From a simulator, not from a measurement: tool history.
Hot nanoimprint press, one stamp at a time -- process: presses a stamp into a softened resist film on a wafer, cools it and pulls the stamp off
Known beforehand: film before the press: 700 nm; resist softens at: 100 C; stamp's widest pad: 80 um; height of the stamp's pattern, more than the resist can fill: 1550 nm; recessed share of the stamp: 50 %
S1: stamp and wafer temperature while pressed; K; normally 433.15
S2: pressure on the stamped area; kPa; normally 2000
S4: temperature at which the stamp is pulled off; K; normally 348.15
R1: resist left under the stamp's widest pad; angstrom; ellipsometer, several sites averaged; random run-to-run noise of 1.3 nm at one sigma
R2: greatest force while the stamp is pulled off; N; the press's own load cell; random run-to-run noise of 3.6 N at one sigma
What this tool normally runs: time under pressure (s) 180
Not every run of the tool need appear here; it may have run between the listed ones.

{"run": 1, "hour": 0.0, "S1": 433.15, "S2": 2000, "time under pressure (s)": 180, "S4": 348.15, "R1": 2798, "R2": 178}
{"run": 2, "hour": 12.2, "S1": 433.15, "S2": 2000, "time under pressure (s)": 180, "S4": 348.15, "R1": 2796, "R2": 171}
{"run": 3, "hour": 27.4, "S1": 433.15, "S2": 2430, "time under pressure (s)": 180, "S4": 348.15, "R1": 2495, "R2": 176}
{"run": 4, "hour": 37.8, "S1": 433.15, "S2": 2430, "time under pressure (s)": 180, "S4": 348.15, "R1": 2494, "R2": 172}
{"run": 5, "hour": 44.3, "S1": 433.15, "S2": 2000, "time under pressure (s)": 180, "S4": 353.15, "R1": 2799, "R2": 156}
{"hour": 55.7, "done": "stamp cleaned and given a new release coat"}
{"run": 6, "hour": 65.5, "S1": 422.15, "S2": 2000, "time under pressure (s)": 180, "S4": 348.15, "R1": 4508, "R2": 178}
{"run": 7, "hour": 76.8, "S1": 422.15, "S2": 2000, "time under pressure (s)": 180, "S4": 348.15, "R1": 4498, "R2": 172}
{"run": 8, "hour": 84.9, "S1": 433.15, "S2": 2000, "time under pressure (s)": 180, "S4": 344.15, "R1": 2777, "R2": 182}
{"run": 9, "hour": 93.8, "S1": 433.15, "S2": 2000, "time under pressure (s)": 180, "S4": 344.15, "R1": 2784, "R2": 177}
{"run": 10, "hour": 102.4, "S1": 433.15, "S2": 2000, "time under pressure (s)": 180, "S4": 344.15, "R1": 2794, "R2": 182}
{"run": 11, "hour": 111.9, "S1": 433.15, "S2": 2000, "time under pressure (s)": 120, "S4": 349.15, "R1": 3173, "R2": 163}
{"run": 12, "hour": 120.7, "S1": 422.15, "S2": 2080, "time under pressure (s)": 296, "S4": 349.15, "R1": 3839, "R2": 167}
{"run": 13, "hour": 131.4, "S1": 422.15, "S2": 2080, "time under pressure (s)": 296, "S4": 349.15, "R1": 3813, "R2": 170}
{"run": 14, "hour": 144.4, "S1": 422.15, "S2": 2080, "time under pressure (s)": 296, "S4": 349.15, "R1": 3817, "R2": 167}
{"run": 15, "hour": 153.3, "S1": 439.15, "S2": 1770, "time under pressure (s)": 141, "S4": 337.15, "R1": 2493, "R2": 204}
{"run": 16, "hour": 165.0, "S1": 433.15, "S2": 2000, "time under pressure (s)": 310, "S4": 348.15, "R1": 2296, "R2": 169}
{"run": 17, "hour": 177.8, "S1": 433.15, "S2": 2000, "time under pressure (s)": 310, "S4": 348.15, "R1": 2313, "R2": 172}
{"run": 18, "hour": 185.4, "S1": 433.15, "S2": 2000, "time under pressure (s)": 310, "S4": 348.15, "R1": 2309, "R2": 169}
{"run": 19, "hour": 197.4, "S1": 422.15, "S2": 2390, "time under pressure (s)": 310, "S4": 348.15, "R1": 3526, "R2": 166}
{"run": 20, "hour": 205.2, "S1": 431.15, "S2": 1790, "time under pressure (s)": 310, "S4": 333.15, "R1": 2696, "R2": 214}

Branching from run 20: 4 alternative next runs. What would each branch give?
{"run": "A", "hour": 218.7, "S1": 423.15, "S2": 2610, "time under pressure (s)": 209, "S4": 348.15, "R1": "?", "R2": "?"}
{"run": "B", "hour": 218.7, "S1": 431.15, "S2": 1240, "time under pressure (s)": 267, "S4": 333.15, "R1": "?", "R2": "?"}
{"run": "C", "hour": 218.7, "S1": 433.15, "S2": 1390, "time under pressure (s)": 94, "S4": 351.15, "R1": "?", "R2": "?"}
{"run": "D", "hour": 218.7, "S1": 433.15, "S2": 2000, "time under pressure (s)": 130, "S4": 348.15, "R1": "?", "R2": "?"}

run=A R1=3618 R2=174
run=B R1=3492 R2=204
run=C R1=4157 R2=164
run=D R1=3144 R2=172
Take away the tool's hidden state, keep each run's random variation, and the runs would have read:
run=A R1=3621 R2=173
run=B R1=3495 R2=204
run=C R1=4159 R2=164
run=D R1=3146 R2=172
